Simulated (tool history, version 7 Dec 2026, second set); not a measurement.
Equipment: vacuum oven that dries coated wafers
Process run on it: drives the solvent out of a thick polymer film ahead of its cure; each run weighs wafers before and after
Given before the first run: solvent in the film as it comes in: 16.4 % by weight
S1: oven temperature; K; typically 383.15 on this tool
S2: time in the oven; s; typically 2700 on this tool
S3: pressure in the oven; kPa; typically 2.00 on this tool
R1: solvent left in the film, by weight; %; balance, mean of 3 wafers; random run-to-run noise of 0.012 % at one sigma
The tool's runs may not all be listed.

run   hour      S1    S2    S3    R1
  1    0.0  383.15  2700  2.00  2.41
  2    5.3  383.15  2700  2.00  2.41
      15.6  -- oven's thermocouples calibrated
  3   18.5  383.15  2700  2.00  2.25
  4   25.1  383.15  2700  2.00  2.26
  5   34.4  383.15  2700  2.00  2.25
  6   44.5  373.15  2700  2.00  4.10
      49.7  -- oven's thermocouples calibrated, once more
  7   56.4  390.15  1680  5.35  4.94
  8   62.5  392.15  3360  2.00  1.35
  9   73.0  383.15  2040  2.00  3.83
 10   84.5  383.15  1680  6.74  7.45
 11   95.7  376.15  1680  6.74  9.46
 12  101.0  395.15  4260  2.20  1.17

Branching from run 12: 5 alternative next runs. What would each branch give?
  A  107.9  395.15  1860  2.20   ?
  B  107.9  395.15  3300  2.20   ?
  C  107.9  383.15  2700  1.48   ?
  D  107.9  377.15  3300  5.34   ?
  E  107.9  377.15  3120  3.85   ?

run    R1
  A  2.13
  B  1.27
  C  2.52
  D  6.19
  E  5.08
With no hidden state in the tool, these same runs would have given:
run    R1
  A  2.09
  B  1.25
  C  2.47
  D  6.12
  E  5.01

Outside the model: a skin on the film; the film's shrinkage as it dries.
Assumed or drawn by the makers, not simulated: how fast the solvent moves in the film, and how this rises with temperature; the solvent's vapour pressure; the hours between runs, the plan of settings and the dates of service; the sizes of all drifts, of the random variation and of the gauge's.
